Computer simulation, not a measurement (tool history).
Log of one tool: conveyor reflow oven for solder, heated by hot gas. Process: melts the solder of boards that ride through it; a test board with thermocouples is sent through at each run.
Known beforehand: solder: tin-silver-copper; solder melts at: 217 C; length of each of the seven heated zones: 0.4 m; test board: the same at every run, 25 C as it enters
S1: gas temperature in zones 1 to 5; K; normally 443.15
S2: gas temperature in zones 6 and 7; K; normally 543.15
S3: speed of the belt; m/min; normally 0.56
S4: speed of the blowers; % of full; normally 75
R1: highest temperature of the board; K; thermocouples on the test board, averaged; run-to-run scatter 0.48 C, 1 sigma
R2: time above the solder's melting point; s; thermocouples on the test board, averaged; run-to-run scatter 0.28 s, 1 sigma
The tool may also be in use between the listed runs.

run,hour,S1,S2,S3,S4,R1,R2
1,0,443.15,543.15,0.56,75,531.95,70.9
2,51.1,443.15,543.15,0.56,75,531.45,70.4
3,95.8,443.15,543.15,0.56,75,530.65,70.4
4,136,443.15,543.15,0.56,75,530.55,70.4
5,166.1,443.15,543.15,0.56,75,531.85,70.6
6,205.1,443.15,543.15,0.56,75,530.95,69.8
7,229.9,443.15,543.15,0.56,75,531.55,69.8
8,276.7,443.15,543.15,0.56,54,526.45,64.5
9,326,443.15,543.15,0.56,54,524.95,64
10,351.2,434.15,543.15,0.56,75,528.45,64.9
11,385.6,438.15,543.15,0.56,75,528.65,66.5
12,437.6,438.15,543.15,0.56,75,531.05,69.5
13,501.8,438.15,543.15,0.56,75,528.85,65
14,562.2,438.15,543.15,0.56,75,528.95,64.5
15,594.5,438.15,534.15,0.56,75,519.65,58
16,652.1,438.15,534.15,0.56,75,518.75,57.4
17,681.7,443.15,543.15,0.486,75,532.25,80.4
18,739.9,449.15,555.15,0.515,70,541.65,83.2
19,782.2,449.15,555.15,0.515,70,540.45,83.6
20,837.4,449.15,555.15,0.515,70,543.05,83.7
21,897.1,449.15,555.15,0.515,70,543.25,84.5
22,946.4,449.15,555.15,0.515,70,543.05,83.9
23,977.2,449.15,555.15,0.515,70,541.45,84.3
24,1023.9,449.15,555.15,0.515,70,542.95,83.8

Withheld: 3 entries from between the runs. Position of each, and hidden state at the listed run before versus the listed run after:
From run 11 to run 12: flux residue cleaned out of gas plates and filters (hour 396)
  heat that the gas passes to the board, % of a clean oven's: 87.8 -> 98; belt's true speed, % of the reading: 96.51 -> 96.43; true gas temperature in zones 6 and 7 over the reading, C: -0.7 -> -0.78
  what was measured, less what the result would be without the hidden state, R1: -2.3 -> -0.1 K; R2: +0.3 -> +2.6 s
From run 12 to run 13: belt drive overhauled, speed set with a stopwatch (hour 472.8)
  heat that the gas passes to the board, % of a clean oven's: 98 -> 96.2; belt's true speed, % of the reading: 96.43 -> 99.99; true gas temperature in zones 6 and 7 over the reading, C: -0.78 -> -0.9
  what was measured, less what the result would be without the hidden state, R1: -0.1 -> -1.6 K; R2: +2.6 -> -1.3 s
From run 19 to run 20: flux residue cleaned out of gas plates and filters (hour 823.4)
  heat that the gas passes to the board, % of a clean oven's: 88.1 -> 99; belt's true speed, % of the reading: 99.5 -> 99.41; true gas temperature in zones 6 and 7 over the reading, C: -1.4 -> -1.49
  what was measured, less what the result would be without the hidden state, R1: -3.4 -> -1.4 K; R2: -1.5 -> -0.2 s
